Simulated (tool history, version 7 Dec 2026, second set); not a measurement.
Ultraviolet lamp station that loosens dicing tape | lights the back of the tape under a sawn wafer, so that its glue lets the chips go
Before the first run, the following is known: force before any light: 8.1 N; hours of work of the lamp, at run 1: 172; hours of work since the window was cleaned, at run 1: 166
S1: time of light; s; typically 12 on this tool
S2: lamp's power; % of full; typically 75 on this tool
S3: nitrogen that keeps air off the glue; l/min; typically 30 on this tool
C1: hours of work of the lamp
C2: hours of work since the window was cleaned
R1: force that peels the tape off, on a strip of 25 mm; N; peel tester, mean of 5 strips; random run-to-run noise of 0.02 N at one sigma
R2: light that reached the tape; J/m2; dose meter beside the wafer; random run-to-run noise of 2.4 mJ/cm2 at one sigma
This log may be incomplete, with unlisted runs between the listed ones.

run   hour  S1  S2  S3   C1   C2     R1    R2
  1      0  12  75  30  172  166  1.285  2110
  2    7.9  12  75  30  176  169  1.363  2090
  3     16  12  75  30  180  173  1.322  2080
  4   25.2  12  75  30  184  177  1.323  2110
  5   33.4  12  75  30  188  181  1.276  2090
  6     38  12  75  30  190  183  1.336  2060
  7   45.8  12  75  30  193  187  1.345  2060
  8   54.8  12  75  30  197  191  1.324  2030
  9     62  12  75  30  201  194   1.37  2030
 10   67.7  12  75  30  203  197  1.353  2050
 11   75.2  12  75  30  207  200  1.355  2080
 12   82.9  12  75  30  210  204  1.361  2070
 13   89.1  12  75  30  213  207  1.397  2040
 14   94.3  12  75  30  216  209   1.42  2060
 15   98.4  12  75  30  218  211  1.376  2040
 16  105.7   9  83  32  221  214  1.733  1730
 17  111.8   9  83  32  224  217  1.743  1690
 18  120.3   8  65  11  228  221  4.069  1150
 19  128.6  20  85  11  232  225  1.009  3770
 20  132.8  20  85  11  233  227  1.026  3780
 21  140.2  20  85  11  237  230  1.011  3740
 22  145.3  11  71  36  239  233  1.574  1680
 23  150.6  10  75  30  242  235  1.876  1620
 24    157  10  75  30  245  238  1.872  1620
 25  161.5  12  68  30  247  240  1.657  1800

Here are 5 independent what-if runs from the current tool condition. What would each one return?
  A  167.8  20  88  27  250  243   ?   ?
  B  167.8   6  71  43  250  243   ?   ?
  C  167.8  12  85  58  250  243   ?   ?
  D  167.8  15  75  12  250  243   ?   ?
  E  167.8  12  74  30  250  243   ?   ?

run     R1    R2
  A   0.44  3820
  B  3.035   920
  C  0.769  2240
  D  1.926  2440
  E  1.525  1980
What these runs would have given with no unlogged condition in the tool:
run     R1    R2
  A  0.281  4820
  B  2.376  1170
  C  0.478  2820
  D  1.349  3080
  E  1.015  2500
